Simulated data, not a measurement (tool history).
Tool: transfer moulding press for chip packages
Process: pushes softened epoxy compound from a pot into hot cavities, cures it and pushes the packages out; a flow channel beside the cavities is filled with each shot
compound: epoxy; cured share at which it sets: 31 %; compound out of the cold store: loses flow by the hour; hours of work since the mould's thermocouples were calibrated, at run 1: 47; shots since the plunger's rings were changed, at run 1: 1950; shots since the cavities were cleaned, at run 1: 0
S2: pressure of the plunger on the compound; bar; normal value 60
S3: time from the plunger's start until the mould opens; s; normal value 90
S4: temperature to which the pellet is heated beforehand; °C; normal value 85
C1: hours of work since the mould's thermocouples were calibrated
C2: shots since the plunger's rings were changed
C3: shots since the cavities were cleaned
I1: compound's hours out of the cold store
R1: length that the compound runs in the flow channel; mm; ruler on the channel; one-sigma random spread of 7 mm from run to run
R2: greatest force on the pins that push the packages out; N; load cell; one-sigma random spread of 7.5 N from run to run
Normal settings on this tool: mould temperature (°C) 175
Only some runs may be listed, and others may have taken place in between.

Run 1, day 0: usual settings; C1 47; C2 1950; C3 0; I1 47.8. Result: R1 744 mm, R2 306 N.
Run 2, day 1.146: usual settings; C1 65; C2 2286; C3 336; I1 11.2. Result: R1 865 mm, R2 497 N.
Run 3, day 1.879: usual settings; C1 77; C2 2502; C3 552; I1 41.7. Result: R1 742 mm, R2 536 N.
Run 4, day 2.696: usual settings; C1 90; C2 2741; C3 791; I1 15.2. Result: R1 838 mm, R2 587 N.
Run 5, day 3.3: usual settings; C1 100; C2 2919; C3 969; I1 27.5. Result: R1 788 mm, R2 624 N.
At day 3.75: plunger's sealing rings changed.
At day 3.883: cavities cleaned with cleaning compound and waxed.
Run 6, day 4.379: usual settings but S2 63.8 bar; C1 114; C2 166; C3 145; I1 18.6. Result: R1 890 mm, R2 397 N.
Run 7, day 5.562: usual settings but S2 58.1 bar; C1 133; C2 514; C3 493; I1 12.1. Result: R1 864 mm, R2 555 N.
Run 8, day 6.05: usual settings but S3 117 s; C1 141; C2 657; C3 636; I1 26.2. Result: R1 833 mm, R2 483 N.
Run 9, day 7.117: usual settings; C1 157; C2 970; C3 949; I1 30.9. Result: R1 804 mm, R2 627 N.
At day 7.667: cavities cleaned with cleaning compound and waxed.
Run 10, day 7.729: usual settings; C1 166; C2 1131; C3 18; I1 28.3. Result: R1 808 mm, R2 307 N.
Run 11, day 8.612: usual settings; C1 180; C2 1391; C3 278; I1 38.9. Result: R1 770 mm, R2 423 N.
Run 12, day 9.471: usual settings; C1 194; C2 1643; C3 530; I1 13.3. Result: R1 860 mm, R2 560 N.
Run 13, day 10.158: usual settings; C1 205; C2 1845; C3 732; I1 23. Result: R1 830 mm, R2 576 N.
Run 14, day 10.871: usual settings; C1 216; C2 2054; C3 941; I1 19.5. Result: R1 837 mm, R2 627 N.
At day 11.471: cavities cleaned with cleaning compound and waxed.
Run 15, day 11.867: usual settings but mould temperature (°C) 173, S2 74.1 bar, S3 73 s, S4 78 °C; C1 231; C2 2328; C3 116; I1 43. Result: R1 840 mm, R2 584 N.
Run 16, day 12.788: usual settings but mould temperature (°C) 173, S2 74.1 bar, S3 73 s, S4 78 °C; C1 245; C2 2598; C3 386; I1 47.2. Result: R1 822 mm, R2 741 N.
Run 17, day 13.8: usual settings but mould temperature (°C) 176, S4 84 °C; C1 261; C2 2896; C3 684; I1 9. Result: R1 857 mm, R2 546 N.
At day 14.262: plunger's sealing rings changed.
Run 18, day 14.492: usual settings but mould temperature (°C) 169, S2 53.9 bar, S3 81 s, S4 92 °C; C1 271; C2 67; C3 856; I1 13.5. Result: R1 856 mm, R2 1028 N.
Run 19, day 15.1: usual settings but mould temperature (°C) 177, S2 66.3 bar, S3 106 s, S4 79 °C; C1 280; C2 245; C3 1034; I1 47.8. Result: R1 803 mm, R2 523 N.
At day 15.308: cavities cleaned with cleaning compound and waxed.
Run 20, day 16.217: usual settings but mould temperature (°C) 177, S2 66.3 bar, S3 106 s, S4 79 °C; C1 297; C2 555; C3 266; I1 25.5. Result: R1 863 mm, R2 371 N.
Run 21, day 16.833: usual settings but S3 124 s; C1 307; C2 736; C3 447; I1 21.4. Result: R1 848 mm, R2 422 N.
Run 22, day 17.633: usual settings but mould temperature (°C) 174, S2 71.3 bar, S3 110 s; C1 319; C2 971; C3 682; I1 33.7. Result: R1 870 mm, R2 502 N.
Run 23, day 18.383: usual settings but mould temperature (°C) 174, S2 71.3 bar, S3 110 s; C1 331; C2 1191; C3 902; I1 9. Result: R1 976 mm, R2 539 N.
At day 19.025: cavities cleaned with cleaning compound and waxed.
Run 24, day 19.025: usual settings but mould temperature (°C) 178, S2 69.7 bar, S4 80 °C; C1 340; C2 1362; C3 0; I1 15.3. Result: R1 926 mm, R2 268 N.
Run 25, day 19.658: usual settings but mould temperature (°C) 178, S2 69.7 bar, S4 80 °C; C1 350; C2 1548; C3 186; I1 21.2. Result: R1 889 mm, R2 365 N.
Run 26, day 20.383: usual settings but mould temperature (°C) 178, S2 69.7 bar, S4 80 °C; C1 362; C2 1760; C3 398; I1 24.5. Result: R1 881 mm, R2 441 N.
Run 27, day 21.45: usual settings but mould temperature (°C) 178, S2 69.7 bar, S4 94 °C; C1 379; C2 2073; C3 711; I1 26.5. Result: R1 864 mm, R2 521 N.
Run 28, day 22.579: usual settings but mould temperature (°C) 178, S2 69.7 bar, S4 94 °C; C1 397; C2 2404; C3 1042; I1 30.3. Result: R1 850 mm, R2 558 N.

Each row is a separate what-if for the run after 28, all from the same tool condition, not one after another. Results?
At day 22.767: cavities cleaned with cleaning compound and waxed.
Run A, day 23.342: usual settings but mould temperature (°C) 180, S2 69.7 bar, S3 80 s, S4 94 °C; C1 408; C2 2611; C3 170; I1 34.4. Result: R1 ?, R2 ?.
At day 22.767: cavities cleaned with cleaning compound and waxed.
Run B, day 23.342: usual settings but S3 112 s, S4 90 °C; C1 408; C2 2611; C3 170; I1 22.3. Result: R1 ?, R2 ?.
At day 22.767: cavities cleaned with cleaning compound and waxed.
Run C, day 23.342: usual settings but mould temperature (°C) 178, S2 66.9 bar, S3 93 s, S4 88 °C; C1 408; C2 2611; C3 170; I1 10.3. Result: R1 ?, R2 ?.
At day 22.767: cavities cleaned with cleaning compound and waxed.
Run D, day 23.342: usual settings but mould temperature (°C) 178, S2 63.2 bar, S4 92 °C; C1 408; C2 2611; C3 170; I1 28. Result: R1 ?, R2 ?.

run   R1   R2
  A  820  370
  B  804  337
  C  885  353
  D  805  362
Stripped of hidden state, with their random variation kept, the same runs would have yielded:
run   R1   R2
  A  865  290
  B  849  259
  C  934  275
  D  850  281
